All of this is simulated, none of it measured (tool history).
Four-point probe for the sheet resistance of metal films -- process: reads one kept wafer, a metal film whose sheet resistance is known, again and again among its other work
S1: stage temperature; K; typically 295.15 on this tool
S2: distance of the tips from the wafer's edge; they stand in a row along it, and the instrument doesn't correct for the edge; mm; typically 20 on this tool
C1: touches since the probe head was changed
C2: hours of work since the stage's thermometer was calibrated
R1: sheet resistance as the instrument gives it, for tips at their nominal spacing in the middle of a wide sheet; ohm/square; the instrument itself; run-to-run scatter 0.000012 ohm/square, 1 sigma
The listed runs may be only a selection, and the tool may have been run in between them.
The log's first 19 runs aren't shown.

run	hour	S1	S2	C1	C2	R1
20	997.5	295.15	20	8403	1752	0.062034
21	1052.7	295.15	20	11545	1790	0.062018
22	1089.2	295.15	20	13616	1815	0.061999
23	1122	297.15	26	15479	1837	0.062099
24	1176	297.15	26	18547	1874	0.062124
25	1244.9	297.15	19	22464	1921	0.062152
26	1297.9	295.15	27	25479	1957	0.062005
27	1353.9	297.15	15	28662	1995	0.062222
28	1417.6	296.15	29	32280	2039	0.062034
29	1476.1	296.15	29	35602	2078	0.062042
30	1534.4	293.15	20	38914	2118	0.061868
31	1599	292.15	20	42586	2162	0.061804
32	1669.4	292.15	20	46590	2210	0.061831
33	1721.1	305.15	8	49528	2246	0.063083
# hour 1733.3: stage's thermometer calibrated
34	1757.8	305.15	15	51585	17	0.062734
35	1824.4	305.15	15	55370	62	0.062721
36	1893.2	299.15	13	59276	109	0.06242
37	1947	299.15	13	62337	146	0.0624
38	1980.3	292.15	6	64228	168	0.06266
39	2030.3	303.15	5	67067	202	0.063764
40	2076.1	293.15	7	69674	234	0.062488
41	2105.3	293.15	7	71332	254	0.062502
42	2146.5	299.15	27	73673	282	0.062248
43	2187.8	298.15	6	76022	310	0.063052
44	2240.7	296.15	20	79026	346	0.062114

Each row is a separate what-if for the run after 44, all from the same tool condition, not one after another. Results?
# hour 2254.4: new probe head fitted
A	2287.9	301.15	23	1905	377	?
# hour 2254.4: new probe head fitted
B	2287.9	303.15	56	1905	377	?
# hour 2254.4: new probe head fitted
C	2287.9	303.15	7	1905	377	?
# hour 2254.4: new probe head fitted
D	2287.9	303.15	20	1905	377	?
# hour 2254.4: new probe head fitted
E	2287.9	301.15	40	1905	377	?

run	R1
A	0.062371
B	0.062429
C	0.063122
D	0.062507
E	0.062355
Stripped of hidden state, with their random variation kept, the same runs would have yielded:
run	R1
A	0.062373
B	0.062431
C	0.063124
D	0.06251
E	0.062358
